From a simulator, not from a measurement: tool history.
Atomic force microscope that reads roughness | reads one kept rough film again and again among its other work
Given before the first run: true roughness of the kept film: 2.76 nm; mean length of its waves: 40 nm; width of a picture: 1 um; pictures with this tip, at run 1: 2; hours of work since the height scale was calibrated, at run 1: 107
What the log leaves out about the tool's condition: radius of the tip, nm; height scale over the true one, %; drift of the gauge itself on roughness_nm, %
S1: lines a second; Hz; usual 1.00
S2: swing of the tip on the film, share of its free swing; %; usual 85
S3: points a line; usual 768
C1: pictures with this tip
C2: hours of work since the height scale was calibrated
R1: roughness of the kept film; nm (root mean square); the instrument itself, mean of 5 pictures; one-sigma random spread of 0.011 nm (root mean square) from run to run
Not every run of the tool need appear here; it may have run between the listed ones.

{"run": 1, "hour": 0.0, "S1": 1.0, "S2": 85, "S3": 768, "C1": 2, "C2": 107, "R1": 2.528}
{"run": 2, "hour": 23.0, "S1": 1.0, "S2": 85, "S3": 768, "C1": 38, "C2": 124, "R1": 2.492}
{"run": 3, "hour": 38.9, "S1": 1.0, "S2": 55, "S3": 768, "C1": 63, "C2": 136, "R1": 2.556}
{"run": 4, "hour": 50.8, "S1": 1.0, "S2": 55, "S3": 768, "C1": 82, "C2": 145, "R1": 2.537}
{"run": 5, "hour": 60.1, "S1": 1.0, "S2": 55, "S3": 768, "C1": 96, "C2": 152, "R1": 2.521}
{"run": 6, "hour": 70.9, "S1": 1.0, "S2": 72, "S3": 768, "C1": 113, "C2": 160, "R1": 2.433}
{"run": 7, "hour": 90.7, "S1": 1.0, "S2": 72, "S3": 768, "C1": 144, "C2": 174, "R1": 2.432}
{"run": 8, "hour": 110.2, "S1": 1.0, "S2": 72, "S3": 768, "C1": 175, "C2": 189, "R1": 2.394}
{"hour": 116.5, "done": "new tip fitted"}
{"run": 9, "hour": 132.1, "S1": 1.0, "S2": 85, "S3": 768, "C1": 24, "C2": 205, "R1": 2.499}
{"hour": 134.3, "done": "height scale calibrated on a step standard"}
{"run": 10, "hour": 143.3, "S1": 1.0, "S2": 85, "S3": 768, "C1": 40, "C2": 7, "R1": 2.484}
{"run": 11, "hour": 163.8, "S1": 1.0, "S2": 85, "S3": 768, "C1": 72, "C2": 22, "R1": 2.44}
{"run": 12, "hour": 185.0, "S1": 1.0, "S2": 77, "S3": 768, "C1": 105, "C2": 38, "R1": 2.437}
{"run": 13, "hour": 195.9, "S1": 1.0, "S2": 77, "S3": 768, "C1": 122, "C2": 46, "R1": 2.426}
{"run": 14, "hour": 210.9, "S1": 1.0, "S2": 77, "S3": 547, "C1": 145, "C2": 57, "R1": 2.385}
{"hour": 223.6, "done": "height scale calibrated on a step standard, once more"}
{"run": 15, "hour": 233.3, "S1": 1.0, "S2": 77, "S3": 547, "C1": 179, "C2": 7, "R1": 2.385}
{"hour": 237.7, "done": "new tip fitted"}
{"run": 16, "hour": 245.9, "S1": 1.77, "S2": 75, "S3": 992, "C1": 13, "C2": 16, "R1": 2.515}

Estimate the outcome of run 17 from the log above:
{"run": 17, "hour": 262.8, "S1": 1.0, "S2": 78, "S3": 768, "C1": 39, "C2": 29, "R1": "?"}

{"run 17": {"R1": 2.531}}
With the hidden condition absent and the run-to-run variation left alone, this run would have shown R1 2.583 nm (root mean square).

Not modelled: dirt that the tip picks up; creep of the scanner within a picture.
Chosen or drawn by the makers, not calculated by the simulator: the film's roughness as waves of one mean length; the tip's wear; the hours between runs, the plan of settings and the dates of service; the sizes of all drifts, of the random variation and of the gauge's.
